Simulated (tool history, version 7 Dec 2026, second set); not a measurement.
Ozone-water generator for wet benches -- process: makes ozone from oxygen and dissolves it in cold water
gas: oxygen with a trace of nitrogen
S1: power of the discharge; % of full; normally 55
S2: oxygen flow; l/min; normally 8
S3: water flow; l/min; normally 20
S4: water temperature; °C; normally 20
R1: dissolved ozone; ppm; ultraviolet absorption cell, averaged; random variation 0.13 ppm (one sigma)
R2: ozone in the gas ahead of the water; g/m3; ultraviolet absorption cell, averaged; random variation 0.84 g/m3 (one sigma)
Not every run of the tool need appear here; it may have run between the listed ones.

{"run": 1, "hour": 0.0, "S1": 55, "S2": 8, "S3": 20, "S4": 20, "R1": 14.5, "R2": 133.8}
{"run": 2, "hour": 25.9, "S1": 55, "S2": 8, "S3": 20, "S4": 20, "R1": 14.6, "R2": 134.7}
{"run": 3, "hour": 50.1, "S1": 41, "S2": 8, "S3": 20, "S4": 20, "R1": 11.1, "R2": 103.8}
{"run": 4, "hour": 71.8, "S1": 41, "S2": 8, "S3": 20, "S4": 20, "R1": 11.1, "R2": 103.3}
{"run": 5, "hour": 113.5, "S1": 41, "S2": 8, "S3": 13, "S4": 20, "R1": 15.1, "R2": 103.3}
{"run": 6, "hour": 147.4, "S1": 41, "S2": 8, "S3": 13, "S4": 20, "R1": 14.8, "R2": 103.3}
{"run": 7, "hour": 173.4, "S1": 41, "S2": 8, "S3": 13, "S4": 21, "R1": 14.9, "R2": 103.3}
{"run": 8, "hour": 201.7, "S1": 55, "S2": 8, "S3": 20, "S4": 20, "R1": 14.4, "R2": 133.8}
{"run": 9, "hour": 236.6, "S1": 55, "S2": 8, "S3": 20, "S4": 20, "R1": 14.6, "R2": 134.6}
{"run": 10, "hour": 270.8, "S1": 55, "S2": 8, "S3": 20, "S4": 20, "R1": 14.5, "R2": 134.7}
{"run": 11, "hour": 311.7, "S1": 72, "S2": 8, "S3": 20, "S4": 20, "R1": 18.6, "R2": 174.2}
{"run": 12, "hour": 330.8, "S1": 55, "S2": 8, "S3": 20, "S4": 20, "R1": 14.6, "R2": 133.5}
{"run": 13, "hour": 374.7, "S1": 55, "S2": 14.12, "S3": 20, "S4": 20, "R1": 13.4, "R2": 102.4}
{"run": 14, "hour": 399.2, "S1": 55, "S2": 14.12, "S3": 20, "S4": 20, "R1": 13.8, "R2": 103.4}
{"run": 15, "hour": 433.1, "S1": 85, "S2": 8, "S3": 20, "S4": 20, "R1": 21.5, "R2": 200.7}
{"run": 16, "hour": 473.9, "S1": 85, "S2": 8, "S3": 20, "S4": 20, "R1": 21.2, "R2": 199.9}
{"run": 17, "hour": 510.9, "S1": 55, "S2": 6.04, "S3": 20, "S4": 20, "R1": 14.7, "R2": 153.7}
{"run": 18, "hour": 543.6, "S1": 55, "S2": 6.04, "S3": 20, "S4": 20, "R1": 14.5, "R2": 153.9}
{"run": 19, "hour": 563.3, "S1": 55, "S2": 5.38, "S3": 13, "S4": 26, "R1": 18.4, "R2": 161.7}
{"run": 20, "hour": 581.6, "S1": 55, "S2": 5.38, "S3": 13, "S4": 26, "R1": 18, "R2": 162.7}
{"run": 21, "hour": 611.1, "S1": 55, "S2": 5.38, "S3": 13, "S4": 26, "R1": 18.1, "R2": 162.7}
{"run": 22, "hour": 647.3, "S1": 97, "S2": 8.02, "S3": 19, "S4": 18, "R1": 26.2, "R2": 225}
{"run": 23, "hour": 678.7, "S1": 55, "S2": 5.65, "S3": 12, "S4": 20, "R1": 22.2, "R2": 158.3}
{"run": 24, "hour": 713.0, "S1": 46, "S2": 5.85, "S3": 13, "S4": 19, "R1": 17.8, "R2": 132.4}
{"run": 25, "hour": 731.5, "S1": 46, "S2": 5.85, "S3": 13, "S4": 19, "R1": 17.7, "R2": 131.9}
{"run": 26, "hour": 753.6, "S1": 48, "S2": 9.02, "S3": 13, "S4": 19, "R1": 17.6, "R2": 112.7}
{"run": 27, "hour": 796.4, "S1": 57, "S2": 8, "S3": 20, "S4": 20, "R1": 14.9, "R2": 140.4}
{"hour": 815.3, "done": "contactor cleaned"}
{"run": 28, "hour": 835.2, "S1": 46, "S2": 8, "S3": 26, "S4": 20, "R1": 9.9, "R2": 114.8}
{"run": 29, "hour": 867.4, "S1": 46, "S2": 8, "S3": 26, "S4": 20, "R1": 9.6, "R2": 115}

Branching from run 29: 5 alternative next runs. What would each branch give?
{"run": "A", "hour": 888.8, "S1": 46, "S2": 7.73, "S3": 26, "S4": 22, "R1": "?", "R2": "?"}
{"run": "B", "hour": 888.8, "S1": 71, "S2": 8, "S3": 23, "S4": 20, "R1": "?", "R2": "?"}
{"run": "C", "hour": 888.8, "S1": 46, "S2": 8, "S3": 17, "S4": 20, "R1": "?", "R2": "?"}
{"run": "D", "hour": 888.8, "S1": 55, "S2": 8, "S3": 16, "S4": 20, "R1": "?", "R2": "?"}
{"run": "E", "hour": 888.8, "S1": 48, "S2": 8, "S3": 20, "S4": 17, "R1": "?", "R2": "?"}

run=A R1=9.6 R2=115.1
run=B R1=16.2 R2=170
run=C R1=14 R2=115.8
run=D R1=17.4 R2=135.8
run=E R1=13.5 R2=118.5
With the hidden condition removed and each run's random variation left untouched, the same runs would have given:
run=A R1=9.6 R2=115.2
run=B R1=16.2 R2=170.2
run=C R1=14 R2=115.9
run=D R1=17.4 R2=135.9
run=E R1=13.5 R2=118.6
